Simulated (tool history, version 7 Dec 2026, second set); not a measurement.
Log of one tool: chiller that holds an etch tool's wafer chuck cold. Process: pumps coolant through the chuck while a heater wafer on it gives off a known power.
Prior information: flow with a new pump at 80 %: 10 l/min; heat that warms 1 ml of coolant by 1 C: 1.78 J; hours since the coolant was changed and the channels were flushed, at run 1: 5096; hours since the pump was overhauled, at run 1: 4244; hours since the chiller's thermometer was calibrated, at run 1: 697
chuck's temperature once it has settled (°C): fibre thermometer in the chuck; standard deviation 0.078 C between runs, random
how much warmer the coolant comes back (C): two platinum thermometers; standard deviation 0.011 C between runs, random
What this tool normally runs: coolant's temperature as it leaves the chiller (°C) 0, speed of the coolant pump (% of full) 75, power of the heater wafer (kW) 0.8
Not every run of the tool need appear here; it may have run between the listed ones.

run	day	coolant's temperature as it leaves the chiller (°C)	speed of the coolant pump (% of full)	power of the heater wafer (kW)	hours since the coolant was changed and the channels were flushed	hours since the pump was overhauled	hours since the chiller's thermometer was calibrated	chuck's temperature once it has settled (°C)	how much warmer the coolant comes back (C)
1	0	0	75	0.8	5096	4244	697	6.81	2.97
2	3.096	0	75	0.8	5170	4318	771	6.63	2.97
3	7	0	75	0.8	5264	4412	865	6.73	2.98
4	9.462	0	75	0.8	5323	4471	924	6.69	2.98
5	13.9	0	75	0.8	5430	4578	1030	6.69	2.98
6	16.388	0	75	0.8	5489	4637	1090	6.79	2.99
7	21.312	0	75	0.8	5608	4755	1208	6.72	3.01
8	25.117	0	75	0.8	5699	4847	1300	6.81	3
9	30.167	0	75	0.8	5820	4968	1421	6.91	3.01
10	35.179	0	75	0.8	5940	5088	1541	6.73	3.01
11	38.262	0	75	0.8	6014	5162	1615	6.87	2.99
12	41.467	0	75	0.8	6091	5239	1692	7.1	3.01
# day 41.754: chiller's thermometer calibrated
13	45.754	7	75	0.8	6193	5341	96	13.73	3.01
14	48.592	7	75	0.8	6261	5409	164	14.08	3.03
15	51.704	7	75	0.8	6336	5484	239	14.07	3.02
16	54.958	7	75	0.8	6414	5562	317	14	3.02
17	57.708	7	75	0.8	6480	5628	383	13.89	3.02
18	62.25	8	75	0.434	6589	5737	492	11.72	1.67
19	66.304	-5	73	0.8	6686	5834	589	2.14	3.12
# day 68.379: chiller's thermometer calibrated, once more
20	69.633	-9	75	0.8	6765	5913	30	-1.67	3.06
21	71.908	0	74	0.759	6820	5968	85	6.99	2.91
22	75.517	0	79	0.759	6907	6054	171	6.8	2.73
# day 77.096: coolant changed, channels flushed
23	80.496	-8	60	0.759	82	6168	285	-1.11	3.61
24	83.575	-9	90	0.542	155	6242	359	-5.52	1.69
25	85.888	-9	90	0.542	211	6297	414	-5.36	1.7
26	89.083	-1	100	0.659	288	6374	491	2.96	1.87
27	94.25	7	76	0.595	412	6498	615	11.59	2.24
28	96.804	7	76	0.595	473	6559	676	11.47	2.25
29	101.496	-6	66	0.8	586	6672	789	0.72	3.47
30	104.604	0	91	0.8	660	6746	863	5.23	2.53
31	108.425	7	78	0.444	752	6838	955	10.33	1.65

Branching from run 31: 5 alternative next runs. What would each branch give?
A	113.079	1	75	0.8	864	6950	1067	?	?
B	113.079	7	61	0.444	864	6950	1067	?	?
C	113.079	1	75	0.8	864	6950	1067	?	?
D	113.079	0	63	0.5	864	6950	1067	?	?
E	113.079	1	70	0.683	864	6950	1067	?	?

run	chuck's temperature once it has settled (°C)	how much warmer the coolant comes back (C)
A	7.24	3.06
B	10.78	2.1
C	7.23	3.07
D	4.49	2.29
E	6.6	2.8
Without the tool's hidden state the same runs would have given:
run	chuck's temperature once it has settled (°C)	how much warmer the coolant comes back (C)
A	6.86	2.9
B	10.54	1.98
C	6.85	2.9
D	4.22	2.16
E	6.26	2.64
